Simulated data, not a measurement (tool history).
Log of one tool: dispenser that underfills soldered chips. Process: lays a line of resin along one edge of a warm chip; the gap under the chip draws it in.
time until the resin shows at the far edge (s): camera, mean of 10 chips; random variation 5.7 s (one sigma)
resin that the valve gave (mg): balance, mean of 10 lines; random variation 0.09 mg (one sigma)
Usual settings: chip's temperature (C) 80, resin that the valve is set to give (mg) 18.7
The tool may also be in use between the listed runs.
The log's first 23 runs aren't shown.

run    day  chip's temperature (C)  resin that the valve is set to give (mg)  time until the resin shows at the far edge (s)  resin that the valve gave (mg)
     3.550  -- new syringe of resin
 24  3.617                      73                                      16.5                                           857.5                           16.21
 25  3.788                      82                                      18.0                                           774.4                           17.68
     3.942  -- new syringe of resin
 26  3.962                      80                                      19.4                                           592.5                           19.13
 27  4.083                      70                                      17.6                                          1045.3                           17.23
 28  4.292                      70                                      17.6                                          1382.4                           17.38
     4.338  -- new syringe of resin
 29  4.512                      70                                      17.6                                          1087.7                           17.35
 30  4.638                      91                                      19.9                                           612.6                           19.52
     4.725  -- new syringe of resin
 31  4.817                      78                                      17.0                                           739.9                           16.66
 32  5.033                      78                                      21.7                                           933.3                           21.14
     5.112  -- new syringe of resin
 33  5.212                      71                                      19.9                                           913.4                           19.26
 34  5.317                      71                                      19.9                                          1088.8                           19.60
     5.504  -- new syringe of resin
 35  5.529                      71                                      19.9                                           849.7                           19.46
 36  5.675                      68                                      20.0                                          1166.1                           19.32

4 ways to go on from here, each from the tool as it stands after run 36. What would each give?
  A  5.792                      70                                      20.0                                               ?                               ?
  B  5.792                      65                                      17.0                                               ?                               ?
  C  5.792                      79                                      18.7                                               ?                               ?
  D  5.792                      80                                      18.7                                               ?                               ?

run  time until the resin shows at the far edge (s)  resin that the valve gave (mg)
  A                                          1295.2                           19.19
  B                                          1598.4                           16.55
  C                                           932.9                           18.26
  D                                           897.2                           18.00
Without the tool's hidden state the same runs would have given:
run  time until the resin shows at the far edge (s)  resin that the valve gave (mg)
  A                                           812.0                           19.85
  B                                           995.3                           17.12
  C                                           585.0                           18.88
  D                                           562.6                           18.62
